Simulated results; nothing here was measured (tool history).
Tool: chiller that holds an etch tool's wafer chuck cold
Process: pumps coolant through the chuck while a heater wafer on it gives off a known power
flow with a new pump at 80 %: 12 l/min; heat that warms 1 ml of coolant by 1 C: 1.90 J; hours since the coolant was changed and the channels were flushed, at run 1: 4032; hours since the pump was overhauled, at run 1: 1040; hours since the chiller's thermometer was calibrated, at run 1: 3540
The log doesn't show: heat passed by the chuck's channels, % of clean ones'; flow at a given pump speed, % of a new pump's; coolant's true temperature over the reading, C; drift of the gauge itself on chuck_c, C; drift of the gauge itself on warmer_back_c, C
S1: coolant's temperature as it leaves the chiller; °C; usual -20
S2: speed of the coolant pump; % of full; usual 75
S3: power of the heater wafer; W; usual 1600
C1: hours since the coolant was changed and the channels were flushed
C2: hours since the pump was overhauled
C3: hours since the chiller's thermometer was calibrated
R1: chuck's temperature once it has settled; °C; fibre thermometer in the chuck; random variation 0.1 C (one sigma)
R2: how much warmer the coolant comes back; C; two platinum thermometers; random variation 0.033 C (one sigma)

run 1 hour=0 | S1=-20 S2=75 S3=1600 | C1=4032 C2=1040 C3=3540 | R1=-6.1 R2=4.61
run 2 hour=107.6 | S1=-20 S2=75 S3=1600 | C1=4140 C2=1148 C3=3648 | R1=-6 R2=4.69
-- hour=149.1 coolant changed, channels flushed
run 3 hour=191.3 | S1=-20 S2=63 S3=1600 | C1=42 C2=1225 C3=3726 | R1=-6.1 R2=5.53
run 4 hour=255.3 | S1=-20 S2=63 S3=1600 | C1=106 C2=1289 C3=3790 | R1=-6.2 R2=5.52
run 5 hour=319 | S1=-20 S2=63 S3=1762 | C1=170 C2=1353 C3=3853 | R1=-4.8 R2=6.15
run 6 hour=441.8 | S1=-20 S2=75 S3=1600 | C1=293 C2=1476 C3=3976 | R1=-7.9 R2=4.63
run 7 hour=554.6 | S1=-20 S2=75 S3=1600 | C1=406 C2=1589 C3=4089 | R1=-7.9 R2=4.73
-- hour=567.6 chiller's thermometer calibrated
run 8 hour=686.1 | S1=-20 S2=75 S3=1600 | C1=536 C2=1719 C3=119 | R1=-8 R2=4.66
run 9 hour=816.2 | S1=-20 S2=75 S3=1600 | C1=666 C2=1849 C3=249 | R1=-7.9 R2=4.67
-- hour=849.6 chiller's thermometer calibrated, once more
run 10 hour=947.4 | S1=-20 S2=71 S3=1600 | C1=796 C2=1979 C3=98 | R1=-6.6 R2=4.96
run 11 hour=1072 | S1=-20 S2=71 S3=1600 | C1=921 C2=2104 C3=222 | R1=-6.4 R2=4.98
run 12 hour=1184.7 | S1=-20 S2=71 S3=1600 | C1=1034 C2=2217 C3=335 | R1=-6.4 R2=5.03
run 13 hour=1287.2 | S1=-20 S2=73 S3=970 | C1=1136 C2=2319 C3=438 | R1=-11.9 R2=2.99
run 14 hour=1350.6 | S1=-21 S2=73 S3=910 | C1=1200 C2=2383 C3=501 | R1=-13.6 R2=2.76
run 15 hour=1488.1 | S1=-12 S2=78 S3=1444 | C1=1337 C2=2520 C3=638 | R1=-0.6 R2=4.13
run 16 hour=1606.6 | S1=-10 S2=75 S3=1147 | C1=1456 C2=2639 C3=757 | R1=-0.5 R2=3.5
run 17 hour=1672.1 | S1=-12 S2=85 S3=1566 | C1=1521 C2=2704 C3=822 | R1=-0.3 R2=4.14
run 18 hour=1793.2 | S1=-15 S2=64 S3=1718 | C1=1642 C2=2825 C3=944 | R1=1.3 R2=6.02
run 19 hour=1874.7 | S1=-16 S2=93 S3=1718 | C1=1724 C2=2907 C3=1025 | R1=-3.7 R2=4.16
run 20 hour=1943.1 | S1=-16 S2=74 S3=1547 | C1=1792 C2=2975 C3=1093 | R1=-2.8 R2=4.68
run 21 hour=2003 | S1=-19 S2=84 S3=1155 | C1=1852 C2=3035 C3=1153 | R1=-10 R2=3.06

Some steps in R1 between neighbouring runs. How much of each would the tool show without its hidden state too (settings, what came in, random variation), and how much is left for the hidden state, with any gauge scatter that isn't in both results?
Run 2 -> 3: S2 75 -> 63, coolant changed, channels flushed. R1 -0.1 °C: hidden state -1.9, all else +1.8.
Run 9 -> 10: S2 75 -> 71, chiller's thermometer calibrated, once more. R1 +1.3 °C: hidden state +0.8, all else +0.5.
Run 14 -> 15: S1 -21 -> -12, S2 73 -> 78, S3 910 -> 1444. R1 +13 °C: hidden state +0.3, all else +12.7.
Run 20 -> 21: S1 -16 -> -19, S2 74 -> 84, S3 1547 -> 1155. R1 -7.2 °C: hidden state -0.5, all else -6.7.

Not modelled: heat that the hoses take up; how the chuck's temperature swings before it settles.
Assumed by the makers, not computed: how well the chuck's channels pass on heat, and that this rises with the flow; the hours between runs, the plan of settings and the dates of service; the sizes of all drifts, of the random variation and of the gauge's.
